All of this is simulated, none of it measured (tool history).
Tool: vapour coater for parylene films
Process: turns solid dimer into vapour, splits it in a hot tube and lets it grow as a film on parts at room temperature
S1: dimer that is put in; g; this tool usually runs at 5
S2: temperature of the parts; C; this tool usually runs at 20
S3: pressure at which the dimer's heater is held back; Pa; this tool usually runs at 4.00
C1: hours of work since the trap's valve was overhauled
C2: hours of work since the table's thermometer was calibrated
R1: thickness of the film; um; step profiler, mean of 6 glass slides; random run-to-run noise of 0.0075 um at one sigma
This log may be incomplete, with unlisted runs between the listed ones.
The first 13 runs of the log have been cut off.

| run | hour | S1 | S2 | S3 | C1 | C2 | R1 |
|---|---|---|---|---|---|---|---|
| 14 | 305.2 | 5 | 20 | 4.00 | 31 | 381 | 1.313 |
| 15 | 324.7 | 6 | 20 | 4.00 | 44 | 394 | 1.563 |
| 16 | 352.4 | 5 | 31 | 4.00 | 63 | 412 | 0.847 |
| 17 | 372.7 | 5 | 19 | 4.00 | 76 | 426 | 1.357 |
| 18 | 390.2 | 7 | 20 | 8.93 | 88 | 438 | 1.676 |
| 19 | 410.5 | 7 | 29 | 8.28 | 102 | 452 | 1.181 |
| 20 | 430.6 | 5 | 25 | 4.00 | 115 | 465 | 1.052 |
| 21 | 461.3 | 3 | 20 | 5.82 | 136 | 486 | 0.738 |
| 22 | 485.7 | 4 | 25 | 4.00 | 153 | 502 | 0.860 |
| 23 | 518.9 | 8 | 19 | 6.46 | 175 | 525 | 2.055 |
| 24 | 546.3 | 8 | 19 | 6.46 | 193 | 543 | 2.075 |
| 25 | 574.7 | 3 | 18 | 2.48 | 212 | 562 | 0.898 |
| 26 | 594.9 | 2 | 18 | 4.52 | 226 | 576 | 0.569 |
| 27 | 609.2 | 2 | 18 | 4.52 | 236 | 585 | 0.552 |
| 28 | 633.5 | 2 | 28 | 5.37 | 252 | 602 | 0.369 |
| 29 | 665.2 | 5 | 25 | 6.38 | 273 | 623 | 1.012 |
| 30 | 699.9 | 5 | 25 | 6.38 | 297 | 646 | 1.000 |
| 31 | 726.0 | 4 | 25 | 6.81 | 314 | 664 | 0.807 |

3 options for the next run, each taken on its own from the tool as it stands now. Forecast them:
| A | 740.5 | 4 | 23 | 6.81 | 324 | 674 | ? |
| B | 740.5 | 5 | 13 | 9.47 | 324 | 674 | ? |
| C | 740.5 | 4 | 29 | 8.74 | 324 | 674 | ? |

| run | R1 |
|---|---|
| A | 0.870 |
| B | 1.569 |
| C | 0.658 |
Had the tool no hidden state, the same runs would have come out as:
| run | R1 |
|---|---|
| A | 0.889 |
| B | 1.604 |
| C | 0.673 |
